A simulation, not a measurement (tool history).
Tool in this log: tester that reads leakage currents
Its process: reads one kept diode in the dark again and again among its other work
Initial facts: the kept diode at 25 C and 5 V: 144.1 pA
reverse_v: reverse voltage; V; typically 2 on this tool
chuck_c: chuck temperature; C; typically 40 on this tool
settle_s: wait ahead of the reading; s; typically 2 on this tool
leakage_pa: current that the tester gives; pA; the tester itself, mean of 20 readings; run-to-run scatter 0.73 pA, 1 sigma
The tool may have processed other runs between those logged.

{"run": 1, "hour": 0.0, "reverse_v": 2, "chuck_c": 40, "settle_s": 2, "leakage_pa": 246.23}
{"run": 2, "hour": 50.1, "reverse_v": 2, "chuck_c": 40, "settle_s": 2, "leakage_pa": 247.09}
{"run": 3, "hour": 118.0, "reverse_v": 2, "chuck_c": 40, "settle_s": 2, "leakage_pa": 248.02}
{"run": 4, "hour": 209.5, "reverse_v": 2, "chuck_c": 40, "settle_s": 2, "leakage_pa": 247.72}
{"run": 5, "hour": 276.3, "reverse_v": 2, "chuck_c": 40, "settle_s": 2.24, "leakage_pa": 247.33}
{"run": 6, "hour": 389.0, "reverse_v": 2, "chuck_c": 40, "settle_s": 2, "leakage_pa": 248.17}
{"run": 7, "hour": 435.0, "reverse_v": 2, "chuck_c": 40, "settle_s": 2, "leakage_pa": 247.5}
{"run": 8, "hour": 542.1, "reverse_v": 2.86, "chuck_c": 40, "settle_s": 2, "leakage_pa": 307.16}
{"run": 9, "hour": 596.3, "reverse_v": 2.86, "chuck_c": 40, "settle_s": 2, "leakage_pa": 310.26}
{"run": 10, "hour": 657.5, "reverse_v": 2, "chuck_c": 40, "settle_s": 2, "leakage_pa": 249.88}
{"run": 11, "hour": 731.2, "reverse_v": 2, "chuck_c": 40, "settle_s": 2, "leakage_pa": 250.59}
{"run": 12, "hour": 818.9, "reverse_v": 1.83, "chuck_c": 40, "settle_s": 2, "leakage_pa": 239.75}
{"hour": 857.7, "done": "probe card cleaned and baked"}
{"run": 13, "hour": 897.4, "reverse_v": 1.83, "chuck_c": 40, "settle_s": 2, "leakage_pa": 238.64}
{"run": 14, "hour": 1004.9, "reverse_v": 3.89, "chuck_c": 40, "settle_s": 2, "leakage_pa": 373.93}
{"hour": 1014.7, "done": "chuck's temperature calibrated"}
{"run": 15, "hour": 1103.4, "reverse_v": 3.89, "chuck_c": 40, "settle_s": 2, "leakage_pa": 357.63}
{"run": 16, "hour": 1152.8, "reverse_v": 3.89, "chuck_c": 40, "settle_s": 2, "leakage_pa": 358.99}
{"run": 17, "hour": 1227.8, "reverse_v": 3.89, "chuck_c": 40, "settle_s": 2, "leakage_pa": 358.1}
{"run": 18, "hour": 1333.3, "reverse_v": 1.38, "chuck_c": 40, "settle_s": 2, "leakage_pa": 195.55}
{"run": 19, "hour": 1422.4, "reverse_v": 1.38, "chuck_c": 40, "settle_s": 2, "leakage_pa": 195.68}
{"run": 20, "hour": 1517.1, "reverse_v": 2, "chuck_c": 40, "settle_s": 2, "leakage_pa": 243.53}
{"run": 21, "hour": 1626.8, "reverse_v": 2, "chuck_c": 31, "settle_s": 1.03, "leakage_pa": 133.03}
{"hour": 1669.8, "done": "tester calibrated"}
{"run": 22, "hour": 1711.9, "reverse_v": 2.73, "chuck_c": 40, "settle_s": 0.99, "leakage_pa": 301.94}
{"run": 23, "hour": 1771.6, "reverse_v": 3.25, "chuck_c": 32, "settle_s": 0.99, "leakage_pa": 193.89}
{"run": 24, "hour": 1817.9, "reverse_v": 3.25, "chuck_c": 32, "settle_s": 0.99, "leakage_pa": 193.3}
{"run": 25, "hour": 1888.1, "reverse_v": 11.22, "chuck_c": 40, "settle_s": 2.52, "leakage_pa": 692.63}
{"run": 26, "hour": 1962.5, "reverse_v": 11.22, "chuck_c": 40, "settle_s": 2.52, "leakage_pa": 699.81}
{"run": 27, "hour": 2037.4, "reverse_v": 19.98, "chuck_c": 47, "settle_s": 2.02, "leakage_pa": 1556.6}
{"run": 28, "hour": 2128.6, "reverse_v": 19.52, "chuck_c": 49, "settle_s": 2.67, "leakage_pa": 1739.44}
{"run": 29, "hour": 2196.9, "reverse_v": 19.52, "chuck_c": 49, "settle_s": 2.67, "leakage_pa": 1753.63}
{"run": 30, "hour": 2249.7, "reverse_v": 19.52, "chuck_c": 49, "settle_s": 2.67, "leakage_pa": 1754.3}
{"run": 31, "hour": 2312.0, "reverse_v": 2, "chuck_c": 35, "settle_s": 2.24, "leakage_pa": 181.59}
{"run": 32, "hour": 2363.7, "reverse_v": 2.69, "chuck_c": 22, "settle_s": 2.24, "leakage_pa": 85.8}
{"hour": 2435.6, "done": "chuck's temperature calibrated"}
{"run": 33, "hour": 2459.6, "reverse_v": 4.61, "chuck_c": 60, "settle_s": 2.26, "leakage_pa": 1400.83}
{"run": 34, "hour": 2550.1, "reverse_v": 2, "chuck_c": 22, "settle_s": 2, "leakage_pa": 68.71}
{"run": 35, "hour": 2653.6, "reverse_v": 4.68, "chuck_c": 36, "settle_s": 7.96, "leakage_pa": 310.18}
{"run": 36, "hour": 2706.9, "reverse_v": 4.68, "chuck_c": 36, "settle_s": 7.96, "leakage_pa": 308.98}
{"hour": 2757.5, "done": "probe card cleaned and baked"}
{"run": 37, "hour": 2817.9, "reverse_v": 4.68, "chuck_c": 36, "settle_s": 0.74, "leakage_pa": 308.5}
{"run": 38, "hour": 2912.0, "reverse_v": 2, "chuck_c": 40, "settle_s": 2.35, "leakage_pa": 244.24}
{"run": 39, "hour": 2964.6, "reverse_v": 2, "chuck_c": 40, "settle_s": 0.61, "leakage_pa": 246.61}

4 options for the next run, each taken on its own from the tool as it stands now. Forecast them:
{"run": "A", "hour": 3015.6, "reverse_v": 10.65, "chuck_c": 21, "settle_s": 0.52, "leakage_pa": "?"}
{"run": "B", "hour": 3015.6, "reverse_v": 2, "chuck_c": 25, "settle_s": 2.14, "leakage_pa": "?"}
{"run": "C", "hour": 3015.6, "reverse_v": 2, "chuck_c": 46, "settle_s": 2, "leakage_pa": "?"}
{"run": "D", "hour": 3015.6, "reverse_v": 2, "chuck_c": 34, "settle_s": 8.14, "leakage_pa": "?"}

run=A leakage_pa=178.12
run=B leakage_pa=85.96
run=C leakage_pa=362.93
run=D leakage_pa=163
Without the tool's hidden state the same runs would have given:
run=A leakage_pa=174.31
run=B leakage_pa=84.24
run=C leakage_pa=357.1
run=D leakage_pa=160.06
